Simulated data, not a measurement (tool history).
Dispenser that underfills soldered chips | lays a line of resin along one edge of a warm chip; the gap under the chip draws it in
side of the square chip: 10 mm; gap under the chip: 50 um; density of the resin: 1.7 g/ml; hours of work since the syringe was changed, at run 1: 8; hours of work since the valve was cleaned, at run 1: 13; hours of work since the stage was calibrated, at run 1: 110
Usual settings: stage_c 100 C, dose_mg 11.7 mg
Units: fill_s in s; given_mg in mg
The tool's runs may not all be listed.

run,hour,stage_c,dose_mg,hours of work since the syringe was changed,hours of work since the valve was cleaned,hours of work since the stage was calibrated,fill_s,given_mg
1,0,100,11.7,8,13,110,148.4,11.5
# hour 5.9: new syringe of resin
2,6.9,93,11.7,1,18,115,118.2,11.47
3,11.7,93,11.7,4,21,118,143.6,11.41
4,19.9,93,11.7,9,26,123,202.8,11.33
# hour 23.7: new syringe of resin
5,23.7,98,11.7,0,29,125,92.7,11.33
6,28,98,11.7,3,31,128,112.8,11.33
7,33.4,100,11.7,6,35,132,133.7,11.25
8,37.7,100,11.7,9,38,134,161,11.14
# hour 41.4: new syringe of resin
9,41.4,100,11.7,0,40,137,90.5,11.18
10,46.7,108,11.7,3,43,140,86.9,11.19
11,51,108,11.7,6,46,143,105.2,11.04
12,58.2,114,11.7,11,51,148,120.2,11.16
# hour 59.2: new syringe of resin
13,63.9,100,11.7,3,55,151,109.7,11.09
14,71.3,100,11.7,8,59,156,153.5,10.99
# hour 77: new syringe of resin
15,77.4,100,11.7,0,63,160,93.4,11.1
16,84,100,11.1,5,67,164,125.9,10.39
17,89.9,100,10.3,8,71,168,166.3,9.59
# hour 95: new syringe of resin
18,97.5,107,13.4,2,76,173,77.6,12.37
19,102.1,103,13.1,5,79,176,107,12.09
20,109.5,100,13.8,9,84,181,160.5,12.61
# hour 113.1: new syringe of resin
21,115,102,13.8,1,87,184,88.3,12.6
22,121.9,94,11.7,6,92,189,156.6,10.68
23,125.8,88,12.5,8,94,191,229.6,11.41
# hour 131.2: new syringe of resin
24,132.6,88,12.5,1,99,195,141.9,11.32
25,139.4,94,13.6,5,103,200,147.6,12.17
26,144,94,13.6,8,106,203,180.3,12.1
27,148.5,94,13.6,11,109,206,222.3,12.23
# hour 149.3: new syringe of resin
28,153.2,94,13.6,3,112,209,123.8,12.11
29,156.8,94,13.6,5,114,211,146.6,12.01

4 ways to go on from here, each from the tool as it stands after run 29. What would each give?
# hour 164.7: dispensing valve cleaned and set on the balance
A,166,111,11.8,10,1,216,?,?
# hour 164.7: dispensing valve cleaned and set on the balance
B,166,92,10.5,10,1,216,?,?
# hour 164.7: dispensing valve cleaned and set on the balance
C,166,102,11.8,10,1,216,?,?
# hour 164.7: dispensing valve cleaned and set on the balance
D,166,112,11.7,10,1,216,?,?

run,fill_s,given_mg
A,118.2,11.77
B,231.3,10.42
C,159,11.82
D,115.2,11.83
Without the tool's hidden state the same runs would have given:
run,fill_s,given_mg
A,62.3,11.8
B,122.9,10.44
C,84.2,11.86
D,60.6,11.86

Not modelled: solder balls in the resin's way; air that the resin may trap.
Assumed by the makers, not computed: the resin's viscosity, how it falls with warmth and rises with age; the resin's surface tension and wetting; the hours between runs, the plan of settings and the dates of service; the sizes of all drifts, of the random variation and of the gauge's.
